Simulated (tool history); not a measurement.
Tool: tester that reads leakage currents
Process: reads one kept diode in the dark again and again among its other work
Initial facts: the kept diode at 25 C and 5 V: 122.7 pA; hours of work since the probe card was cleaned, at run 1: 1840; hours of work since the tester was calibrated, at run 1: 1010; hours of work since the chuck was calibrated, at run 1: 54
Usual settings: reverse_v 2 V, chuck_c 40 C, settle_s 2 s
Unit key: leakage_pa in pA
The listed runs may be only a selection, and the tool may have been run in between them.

run,hour,reverse_v,chuck_c,settle_s,hours of work since the probe card was cleaned,hours of work since the tester was calibrated,hours of work since the chuck was calibrated,leakage_pa
1,0,2,40,2,1840,1010,54,282.6
2,44,2,40,2,1868,1038,82,281.76
3,85.8,2,45,2,1895,1065,109,414.89
4,125.6,2,34,2,1920,1090,134,170.97
5,182.7,2,40,2,1956,1126,170,278.02
6,209.2,2,40,2,1973,1143,186,277.55
7,240.9,2,20,2,1993,1163,206,50.94
8,292.2,2,20,2,2025,1195,239,51.28
9,328.9,2,20,2,2048,1218,262,50.99
10,375.6,2,20,2,2078,1248,292,50.47
11,417.9,2,40,2,2104,1274,318,275.01
12,452.4,2,40,2,2126,1296,340,273.39
13,480.7,8.67,40,2,2144,1314,358,567.08
14,536.7,8.67,40,2,2179,1349,393,565.77
15,577,3.99,40,2,2205,1375,419,380.19
16,607.5,3.99,40,2,2224,1394,438,382.18
# hour 613.4: probe card cleaned and baked
17,641.8,3.99,40,2,18,1414,458,381.93
18,698.6,3.99,40,2,54,1450,494,383.55
19,755,3.99,56,2,89,1485,529,1288.74
20,783.8,2,40,3.65,108,1504,547,270.03
21,824,4.38,22,1.34,133,1529,573,91.17
22,848.6,4.38,22,1.34,148,1544,588,91.07
23,877.4,4.38,22,1.34,167,1563,607,91
24,919.1,2,58,2,193,1589,633,1051.87
# hour 926.8: probe card cleaned and baked, once more
25,978.6,1.09,26,1.1,33,1625,669,59.13
26,1029.7,1.09,26,6.87,65,1657,701,58.96
27,1069.6,1.09,26,6.87,90,1682,726,58.36
28,1120.3,2.68,42,5.75,122,1714,758,350.98

4 options for the next run, each taken on its own from the tool as it stands now. Forecast them:
A,1153.4,5.55,40,0.8,143,1735,779,?
B,1153.4,2.06,28,4.24,143,1735,779,?
C,1153.4,1.61,39,0.58,143,1735,779,?
D,1153.4,2,27,2,143,1735,779,?

run,leakage_pa
A,426.66
B,94.66
C,214.09
D,86.27
What these runs would have given with no unlogged condition in the tool:
run,leakage_pa
A,463.31
B,103.34
C,232.74
D,94.2
